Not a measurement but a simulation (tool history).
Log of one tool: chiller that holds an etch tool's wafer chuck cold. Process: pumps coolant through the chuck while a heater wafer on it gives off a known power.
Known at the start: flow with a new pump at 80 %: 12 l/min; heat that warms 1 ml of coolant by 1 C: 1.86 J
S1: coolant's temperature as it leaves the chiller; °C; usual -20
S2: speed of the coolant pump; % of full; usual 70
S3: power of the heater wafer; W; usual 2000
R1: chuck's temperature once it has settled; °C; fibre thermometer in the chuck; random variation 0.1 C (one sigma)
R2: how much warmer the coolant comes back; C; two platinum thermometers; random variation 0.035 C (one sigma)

run,hour,S1,S2,S3,R1,R2
1,0.0,-20,70,2000,2.9,6.13
2,64.1,-19,70,2000,3.7,6.17
3,99.4,-19,70,2000,3.8,6.25
4,137.2,-27,70,2000,-4.2,6.30
5,181.1,-27,70,2000,-4.3,6.27
6,229.3,-27,70,2000,-4.1,6.29
7,282.3,-25,71,1980,-2.8,6.13
8,321.2,-20,98,1404,-7.6,3.22
9,358.7,-27,60,2950,10.7,10.86
# hour 423.9: coolant changed, channels flushed
10,436.6,-17,93,2088,2.1,4.98

The next listed run, before its measurement:
11,492.4,-13,88,2983,?,?

{"run 11": {"R1": 15.6, "R2": 7.51}}
Without the tool's hidden state the same run would have given R1 15.6 °C, R2 7.28 C.
